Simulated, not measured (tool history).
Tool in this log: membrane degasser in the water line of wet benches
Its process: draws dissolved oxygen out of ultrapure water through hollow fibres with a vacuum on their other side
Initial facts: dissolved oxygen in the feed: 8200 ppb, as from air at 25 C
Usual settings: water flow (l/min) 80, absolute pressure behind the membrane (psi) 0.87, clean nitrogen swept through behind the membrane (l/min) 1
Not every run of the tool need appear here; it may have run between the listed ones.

run,day,water flow (l/min),absolute pressure behind the membrane (psi),clean nitrogen swept through behind the membrane (l/min),dissolved oxygen in the water behind the degasser (ppb),pressure that the water loses in the fibres (psi)
1,0,80,0.87,1,668.7,5.577
2,3.375,80,0.87,1,662.6,5.696
3,6.221,80,0.87,0.67,767.6,5.648
4,10.992,88,0.87,1,755,6.221
5,17.008,75,0.87,1,619.2,5.284
6,22.225,75,0.87,1,605.7,5.313
7,27.367,55,0.87,1,400.3,3.912
8,33.933,55,0.87,1,409.6,3.904
9,38.2,80,0.87,2.78,476.5,5.664
10,43.971,80,0.87,2.78,475.7,5.751
11,49.733,80,0.87,1.75,557.3,5.635
12,53.167,80,0.87,1.75,572.1,5.62
13,59.554,80,0.87,1,687.2,5.723
14,65.638,80,0.87,1,682.9,5.696
15,71.8,80,0.87,1,690.7,5.704
16,75.929,80,0.87,1,687.3,5.668
17,81.671,80,0.87,1,682.5,5.701
18,88.492,56,0.87,1.14,385.2,3.977
19,92.571,56,0.87,2.28,282,3.974
20,95.633,59,0.87,2.28,306.4,4.21
21,101.762,59,0.87,0.41,652,4.245
22,107.4,59,0.87,0.41,652.5,4.222
23,110.3,59,0.87,0.41,651,4.228
24,114.046,57,0.712,1,320.6,4.1
25,120.558,57,0.712,1,318.1,4.049
26,127.346,80,0.87,2.15,535.1,5.707
27,132.638,80,0.87,0.43,878.1,5.752
28,139.629,49,2.015,0.65,1319.4,3.495
29,146.033,49,2.015,0.65,1297.6,3.506
30,152.588,97,0.87,2.84,670.6,6.955
31,155.829,97,0.891,2.84,697.2,7.021
32,161.896,97,0.891,2.84,691,6.955
33,168.829,97,0.891,2.84,687.6,6.976

Not shown here: 2 entries made in the log between runs. Locate each between two listed runs and compare the hidden state at the listed run before it with the hidden state at the listed run after it:
After run 10, before run 11: vacuum gauge calibrated (day 44.596)
  membrane still open, %: 98.7 -> 98.6; true pressure behind the membrane over the reading, kPa: 0.09 -> 0.15; air that leaks in behind the membrane, l/min: 0.0147 -> 0.0151
  measured less the result without the state, dissolved oxygen in the water behind the degasser (ppb): +17.7 -> +24.6; pressure that the water loses in the fibres (psi): +0.074 -> +0.078
After run 17, before run 18: vacuum gauge calibrated, once more (day 85.117)
  membrane still open, %: 98.3 -> 98.2; true pressure behind the membrane over the reading, kPa: 0.17 -> -0.02; air that leaks in behind the membrane, l/min: 0.0176 -> 0.0181
  measured less the result without the state, dissolved oxygen in the water behind the degasser (ppb): +35.6 -> +7.6; pressure that the water loses in the fibres (psi): +0.097 -> +0.071

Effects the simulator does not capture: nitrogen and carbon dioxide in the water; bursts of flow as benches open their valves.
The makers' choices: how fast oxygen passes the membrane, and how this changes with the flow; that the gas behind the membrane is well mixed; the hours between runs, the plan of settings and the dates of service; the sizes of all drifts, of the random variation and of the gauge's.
